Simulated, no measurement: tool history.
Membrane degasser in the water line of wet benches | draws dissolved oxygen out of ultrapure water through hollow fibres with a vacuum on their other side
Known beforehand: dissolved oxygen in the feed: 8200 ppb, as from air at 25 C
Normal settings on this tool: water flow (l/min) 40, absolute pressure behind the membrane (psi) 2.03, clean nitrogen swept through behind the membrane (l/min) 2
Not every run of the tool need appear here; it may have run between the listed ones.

run    hour  water flow (l/min)  absolute pressure behind the membrane (psi)  clean nitrogen swept through behind the membrane (l/min)  dissolved oxygen in the water behind the degasser (ppb)  pressure that the water loses in the fibres (psi)
  1       0                  40                                         2.03                                                         2                                                      460                                              7.234
  2   281.3                  40                                         2.03                                                         2                                                    461.3                                              7.217
  3   490.4                  40                                         2.03                                                         2                                                    461.2                                              7.248
  4   761.5                  40                                         2.03                                                      3.67                                                    272.3                                              7.163
  5  1056.6                  40                                         2.03                                                      3.67                                                    271.1                                              7.216
  6  1337.7                  40                                         2.03                                                      3.67                                                    271.7                                              7.221
  7  1596.1                  40                                         2.03                                                      3.67                                                    272.7                                              7.208
  8  1803.1                  27                                         2.03                                                         2                                                    328.4                                              4.869
  9  2024.6                  27                                         2.03                                                         2                                                    328.5                                              4.891
 10  2171.2                  40                                         2.03                                                         2                                                    463.5                                              7.219
 11  2443.8                  40                                         2.03                                                         2                                                    464.4                                              7.211
     2670.1  -- vacuum gauge calibrated
 12  2715.3                  40                                         2.03                                                         2                                                    464.7                                              7.178
 13  2979.8                  40                                         2.03                                                         2                                                    466.3                                              7.272
     3066.8  -- seals of the vacuum lines changed
 14  3256.1                  40                                         3.44                                                         2                                                    845.9                                              7.236
 15  3465.4                  40                                         3.44                                                         2                                                      844                                               7.25
 16    3657                  40                                         2.03                                                         2                                                    467.1                                              7.236
 17  3787.5                  24                                         2.12                                                      3.21                                                      203                                              4.313
 18  3966.7                  24                                         2.12                                                      3.21                                                    203.4                                              4.324
 19  4244.1                  44                                         3.92                                                      3.21                                                    708.7                                              7.936
     4431.4  -- gauge calibrated
 20  4455.8                  46                                         1.77                                                      1.36                                                    596.3                                              8.321
 21  4652.7                  26                                         1.87                                                      2.72                                                    214.9                                              4.682
 22  4836.7                  38                                         4.86                                                      2.63                                                    907.9                                              6.873
 23  5041.2                  37                                         1.93                                                      5.78                                                    155.1                                              6.678
 24  5203.7                  37                                         1.93                                                      5.78                                                    155.6                                              6.663
 25  5371.5                  56                                          1.7                                                      1.37                                                    661.4                                             10.079
 26  5611.7                  24                                         2.26                                                      1.55                                                    420.9                                              4.309
 27  5736.7                  24                                         2.26                                                      1.55                                                    421.3                                              4.303
 28  6025.4                  61                                         2.71                                                      2.35                                                    814.5                                              10.96
 29  6171.8                  61                                         2.71                                                      2.35                                                    815.5                                             10.976
 30  6468.2                  61                                         2.71                                                      2.35                                                    819.6                                             10.946
     6499.3  -- vacuum gauge calibrated
 31  6609.7                  54                                         1.65                                                      2.22                                                    428.2                                                9.7

Below, some changes in dissolved oxygen in the water behind the degasser (ppb) between adjacent runs. For each, the amount present without the hidden state too (settings, incoming material, random variation) and the amount remaining for the hidden state with gauge scatter not shared by both compared results:
The tool's hidden condition here consists of: membrane still open, %; true pressure behind the membrane over the reading, kPa; air that leaks in behind the membrane, l/min; drift of the gauge itself on oxygen_ppb, %; drift of the gauge itself on loss_of_pressure_kpa, %.
Run 13 -> 14: absolute pressure behind the membrane (psi) 2.03 -> 3.44, seals of the vacuum lines changed. dissolved oxygen in the water behind the degasser (ppb) +379.6: hidden state +5.2, all else +374.4.
Run 18 -> 19: water flow (l/min) 24 -> 44, absolute pressure behind the membrane (psi) 2.12 -> 3.92. dissolved oxygen in the water behind the degasser (ppb) +505.3: hidden state +8.4, all else +496.9.
Run 19 -> 20: water flow (l/min) 44 -> 46, absolute pressure behind the membrane (psi) 3.92 -> 1.77, clean nitrogen swept through behind the membrane (l/min) 3.21 -> 1.36, gauge calibrated. dissolved oxygen in the water behind the degasser (ppb) -112.4: hidden state -11.4, all else -101.
Run 21 -> 22: water flow (l/min) 26 -> 38, absolute pressure behind the membrane (psi) 1.87 -> 4.86, clean nitrogen swept through behind the membrane (l/min) 2.72 -> 2.63. dissolved oxygen in the water behind the degasser (ppb) +693: hidden state +1.3, all else +691.7.
Run 22 -> 23: water flow (l/min) 38 -> 37, absolute pressure behind the membrane (psi) 4.86 -> 1.93, clean nitrogen swept through behind the membrane (l/min) 2.63 -> 5.78. dissolved oxygen in the water behind the degasser (ppb) -752.8: hidden state -1.1, all else -751.7.
Run 24 -> 25: water flow (l/min) 37 -> 56, absolute pressure behind the membrane (psi) 1.93 -> 1.7, clean nitrogen swept through behind the membrane (l/min) 5.78 -> 1.37. dissolved oxygen in the water behind the degasser (ppb) +505.8: hidden state +2, all else +503.8.

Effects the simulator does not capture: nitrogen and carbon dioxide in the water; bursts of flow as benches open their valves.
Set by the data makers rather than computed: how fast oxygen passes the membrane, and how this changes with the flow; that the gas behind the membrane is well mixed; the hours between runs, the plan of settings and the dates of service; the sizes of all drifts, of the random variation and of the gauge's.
